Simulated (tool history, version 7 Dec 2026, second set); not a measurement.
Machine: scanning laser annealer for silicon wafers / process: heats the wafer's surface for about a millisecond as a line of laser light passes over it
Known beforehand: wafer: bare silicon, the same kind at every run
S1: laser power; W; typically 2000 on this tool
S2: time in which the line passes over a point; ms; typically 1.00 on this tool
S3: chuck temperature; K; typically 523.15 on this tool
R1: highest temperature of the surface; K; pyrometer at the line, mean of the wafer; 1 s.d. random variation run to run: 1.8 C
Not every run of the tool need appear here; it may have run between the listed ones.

run	hour	S1	S2	S3	R1
1	0.0	2000	1.00	523.15	1280.15
2	30.2	2000	0.92	523.15	1246.15
3	52.1	2193	0.92	523.15	1333.15
4	75.8	2193	0.92	523.15	1330.15
5	91.3	2000	0.76	523.15	1180.15
# hour 109.0: window over the wafer cleaned
6	109.5	2000	0.76	523.15	1225.15
7	131.2	2000	1.00	523.15	1327.15
8	147.9	2000	1.00	523.15	1326.15
9	169.0	1749	0.71	495.15	1069.15
# hour 174.4: laser's power meter calibrated
10	187.3	2116	0.79	506.15	1264.15
11	207.7	2000	1.09	562.15	1393.15
12	236.4	2000	1.09	562.15	1388.15
13	263.3	2000	1.03	562.15	1369.15
# hour 277.6: laser's power meter calibrated, once more
14	295.5	2000	1.23	563.15	1447.15
15	319.5	1762	0.76	548.15	1146.15

5 options for the next run, each taken on its own from the tool as it stands now. Forecast them:
A	349.0	2000	1.00	551.15	?
B	349.0	1762	0.76	562.15	?
C	349.0	1728	0.88	545.15	?
D	349.0	1762	1.22	548.15	?
E	349.0	1762	0.98	548.15	?

run	R1
A	1344.15
B	1160.15
C	1173.15
D	1302.15
E	1222.15
The same runs, with their run-to-run variation unchanged, on a tool lacking any hidden condition would have given:
run	R1
A	1380.15
B	1187.15
C	1201.15
D	1337.15
E	1253.15
